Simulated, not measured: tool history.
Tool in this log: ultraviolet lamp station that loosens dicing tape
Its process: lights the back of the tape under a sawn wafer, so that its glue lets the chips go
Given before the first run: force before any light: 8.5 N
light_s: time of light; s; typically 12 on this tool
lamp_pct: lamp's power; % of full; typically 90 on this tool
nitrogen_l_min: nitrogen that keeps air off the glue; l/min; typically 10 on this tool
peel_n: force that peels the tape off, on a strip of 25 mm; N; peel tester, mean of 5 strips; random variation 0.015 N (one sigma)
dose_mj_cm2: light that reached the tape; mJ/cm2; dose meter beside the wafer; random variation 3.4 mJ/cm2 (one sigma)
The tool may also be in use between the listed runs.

run,hour,light_s,lamp_pct,nitrogen_l_min,peel_n,dose_mj_cm2
1,0,12,90,10,0.914,488
2,68.1,12,90,10,0.988,463
3,151,7,90,10,2.413,260
4,211.2,12,90,10,1.108,438
5,281.4,12,90,10,1.212,416
6,324,12,90,10,1.204,405
7,388.9,12,90,10,1.353,397
# hour 420.1: window cleaned of glue's vapour
8,445.7,20,84,10,0.343,722
9,486,20,84,10,0.38,709
10,529.5,10,84,10,1.614,342
11,574.5,10,84,10,1.717,341
12,655.5,18,72,3,1.788,495

Below are 3 alternative next runs, each starting from the tool's condition after run 12. Predict each:
A,705.5,19,84,4,?,?
B,705.5,18,72,3,?,?
C,705.5,10,72,3,?,?

run,peel_n,dose_mj_cm2
A,1.129,588
B,1.876,481
C,3.654,266
Had the tool no hidden state, the same runs would have come out as:
run,peel_n,dose_mj_cm2
A,0.606,793
B,1.143,648
C,2.736,359
